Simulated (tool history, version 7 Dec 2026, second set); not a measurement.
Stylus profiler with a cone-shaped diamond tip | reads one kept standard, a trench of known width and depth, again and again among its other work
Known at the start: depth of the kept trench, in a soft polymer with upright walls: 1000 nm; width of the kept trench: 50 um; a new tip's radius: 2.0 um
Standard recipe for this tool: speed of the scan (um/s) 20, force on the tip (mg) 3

| run | hour | speed of the scan (um/s) | force on the tip (mg) | depth of the trench (angstrom) | width of the trench's floor (nm) |
|---|---|---|---|---|---|
| 1 | 0 | 20 | 3 | 10087.1 | 45780 |
| 2 | 42.9 | 20 | 3 | 10092.8 | 45740 |
| 3 | 78.4 | 36 | 3 | 10091.8 | 45580 |
| 4 | 99.8 | 36 | 3 | 10085.1 | 45640 |
| 5 | 138.8 | 18 | 3 | 10083.8 | 45680 |
| 6 | 170.6 | 18 | 3 | 10082.4 | 45680 |
| 7 | 198.2 | 18 | 3 | 10083.9 | 45650 |
| 8 | 235.6 | 18 | 3 | 10083.8 | 45650 |
| 9 | 258.7 | 9 | 3 | 10082.6 | 45680 |
| 10 | 286.5 | 9 | 3 | 10082.3 | 45620 |
| 11 | 324.8 | 20 | 3 | 10080.4 | 45620 |
| 12 | 356.9 | 20 | 3.11 | 10081.5 | 45570 |
| 13 | 401 | 20 | 2.39 | 10063.7 | 45540 |
| 14 | 430.7 | 20 | 2.39 | 10062.7 | 45550 |
| 15 | 476.5 | 17 | 3 | 10081.3 | 45520 |
| 16 | 503.7 | 20 | 3.04 | 10078.9 | 45500 |
| 17 | 544.8 | 14 | 5.48 | 10135.8 | 45530 |
| 18 | 564.6 | 58 | 2.51 | 10061.4 | 45360 |
| 19 | 604.8 | 19 | 2.36 | 10062.2 | 45460 |
| 20 | 635.5 | 19 | 2.36 | 10052.6 | 45480 |
| 21 | 682.8 | 19 | 2.36 | 10056 | 45420 |
| 22 | 718 | 19 | 5.52 | 10133.9 | 45470 |
| 23 | 764.3 | 43 | 5.08 | 10123.8 | 45380 |
| 24 | 796.9 | 61 | 2.81 | 10067.6 | 45230 |
| 25 | 834.5 | 51 | 1.03 | 10009.5 | 45130 |
| 26 | 860 | 36 | 3 | 10073 | 45330 |
| 27 | 879.2 | 8 | 5.42 | 10128.9 | 45460 |
| 28 | 907.1 | 20 | 2.52 | 10057.3 | 45370 |
| 29 | 946.7 | 17 | 3.66 | 10088.4 | 45390 |
| 30 | 971.7 | 17 | 3.66 | 10084.2 | 45370 |
| 31 | 995.9 | 33 | 1.28 | 10016.9 | 45220 |
| 32 | 1029.2 | 33 | 1.28 | 10015 | 45180 |

Consider 4 possible next runs. They are alternatives, not a sequence: every one starts from the tool as it was left by run 32. What does each give?
|  | 1049.8 | height scale calibrated on a step standard |
| A | 1055.6 | 23 | 8.45 | ? | ? |
|  | 1049.8 | height scale calibrated on a step standard |
| B | 1055.6 | 6 | 8.69 | ? | ? |
|  | 1049.8 | height scale calibrated on a step standard |
| C | 1055.6 | 54 | 1.86 | ? | ? |
|  | 1049.8 | height scale calibrated on a step standard |
| D | 1055.6 | 20 | 7.93 | ? | ? |

| run | depth of the trench (angstrom) | width of the trench's floor (nm) |
|---|---|---|
| A | 10238.9 | 45310 |
| B | 10246.1 | 45370 |
| C | 10082.8 | 45120 |
| D | 10226 | 45350 |
Had the tool no hidden state, the same runs would have come out as:
| run | depth of the trench (angstrom) | width of the trench's floor (nm) |
|---|---|---|
| A | 10241 | 46450 |
| B | 10248.3 | 46500 |
| C | 10085 | 46250 |
| D | 10228.2 | 46490 |

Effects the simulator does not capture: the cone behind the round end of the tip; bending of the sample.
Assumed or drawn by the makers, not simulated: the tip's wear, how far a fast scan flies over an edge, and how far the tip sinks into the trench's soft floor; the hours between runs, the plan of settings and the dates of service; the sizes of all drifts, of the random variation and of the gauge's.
